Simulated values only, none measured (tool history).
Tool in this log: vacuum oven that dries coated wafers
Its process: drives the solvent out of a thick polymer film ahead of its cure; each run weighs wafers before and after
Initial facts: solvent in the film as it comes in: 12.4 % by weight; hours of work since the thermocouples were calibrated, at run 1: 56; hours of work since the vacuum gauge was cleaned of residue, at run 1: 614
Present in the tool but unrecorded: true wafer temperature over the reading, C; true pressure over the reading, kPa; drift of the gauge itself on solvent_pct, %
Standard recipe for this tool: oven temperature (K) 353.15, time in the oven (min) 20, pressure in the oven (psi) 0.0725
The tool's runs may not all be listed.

run   hour  oven temperature (K)  time in the oven (min)  pressure in the oven (psi)  hours of work since the thermocouples were calibrated  hours of work since the vacuum gauge was cleaned of residue  solvent left in the film (%)
  1    0.0                353.15                      20                      0.0725                                                     56                                                          614                          2.57
  2   10.4                353.15                      20                      0.0725                                                     63                                                          622                          2.60
  3   32.2                351.15                      20                      0.0725                                                     80                                                          639                          3.13
  4   45.8                351.15                      20                      0.0725                                                     90                                                          649                          3.04
  5   64.3                351.15                      20                      0.0725                                                    104                                                          663                          3.09
  6   80.9                351.15                      20                      0.0725                                                    117                                                          676                          3.11
  7   92.0                353.15                      20                      0.0725                                                    125                                                          684                          2.47
  8  107.6                353.15                      12                      0.0725                                                    137                                                          696                          4.35
  9  121.9                353.15                      12                      0.0725                                                    148                                                          707                          4.53
 10  132.2                353.15                      12                      0.0725                                                    156                                                          714                          4.37
 11  141.3                353.15                      20                      0.1675                                                    162                                                          721                          2.84
 12  153.4                353.15                      20                      0.0738                                                    172                                                          730                          2.72
 13  163.0                353.15                      24                      0.0725                                                    179                                                          738                          1.94
 14  183.3                353.15                      24                      0.0725                                                    194                                                          753                          2.09
 15  201.7                353.15                      24                      0.0725                                                    208                                                          767                          2.04
 16  218.1                353.15                      24                      0.0725                                                    220                                                          779                          2.00
 17  232.8                353.15                      20                      0.0725                                                    232                                                          790                          2.60
 18  241.7                353.15                      20                      0.0725                                                    238                                                          797                          2.53
 19  255.6                348.15                      20                      0.0725                                                    249                                                          808                          3.98
 20  274.7                348.15                      20                      0.0725                                                    263                                                          822                          4.04
 21  294.3                348.15                      20                      0.0725                                                    278                                                          837                          3.95
 22  310.4                353.15                      20                      0.0725                                                    290                                                          849                          2.59
 23  325.6                353.15                      20                      0.0725                                                    302                                                          861                          2.64
 24  346.7                359.15                      20                      0.0725                                                    318                                                          877                          1.24
 25  361.8                367.15                      10                      0.0418                                                    329                                                          888                          1.28
 26  381.1                367.15                      10                      0.0418                                                    344                                                          903                          1.25
 27  397.7                343.15                      15                      0.0965                                                    356                                                          915                          6.60
 28  413.8                343.15                      15                      0.0965                                                    368                                                          927                          6.59
 29  434.2                359.15                      17                      0.0754                                                    384                                                          943                          1.66
 30  443.7                340.15                      20                      0.0431                                                    391                                                          950                          6.16
 31  463.0                351.15                      28                      0.0656                                                    405                                                          964                          2.04
 32  475.6                344.15                      28                      0.2538                                                    415                                                          974                          4.93
 33  492.5                344.15                      28                      0.2538                                                    428                                                          987                          5.10
 34  510.4                339.15                      35                      0.0725                                                    441                                                         1000                          4.77
 35  531.5                339.15                      35                      0.0725                                                    457                                                         1016                          4.84
 36  552.3                339.15                      35                      0.0725                                                    473                                                         1032                          4.79
 37  566.8                364.15                      31                      0.0843                                                    484                                                         1043                          0.39
 38  582.4                353.15                      11                      0.1765                                                    496                                                         1055                          5.03
 39  597.4                353.15                      11                      0.0725                                                    507                                                         1066                          4.69
 40  607.7                353.15                      11                      0.0725                                                    515                                                         1074                          4.87
 41  628.2                353.15                      11                      0.0725                                                    530                                                         1089                          4.68
 42  649.7                353.15                      11                      0.0725                                                    547                                                         1105                          4.64
 43  671.3                348.15                      20                      0.0754                                                    563                                                         1122                          4.11
 44  683.7                368.15                      20                      0.0840                                                    572                                                         1131                          0.38
 45  703.0                349.15                      20                      0.0725                                                    587                                                         1146                          3.70
 46  716.8                342.15                      10                      0.0873                                                    597                                                         1156                          7.81

Branching from run 46: 3 alternative next runs. What would each branch give?
  A  728.8                342.15                      10                      0.1153                                                    606                                                         1165                             ?
  B  728.8                342.15                      10                      0.2158                                                    606                                                         1165                             ?
  C  728.8                356.15                      14                      0.0557                                                    606                                                         1165                             ?

run  solvent left in the film (%)
  A                          7.92
  B                          8.17
  C                          2.81
What these runs would have given with no unlogged condition in the tool:
run  solvent left in the film (%)
  A                          7.90
  B                          8.14
  C                          2.78

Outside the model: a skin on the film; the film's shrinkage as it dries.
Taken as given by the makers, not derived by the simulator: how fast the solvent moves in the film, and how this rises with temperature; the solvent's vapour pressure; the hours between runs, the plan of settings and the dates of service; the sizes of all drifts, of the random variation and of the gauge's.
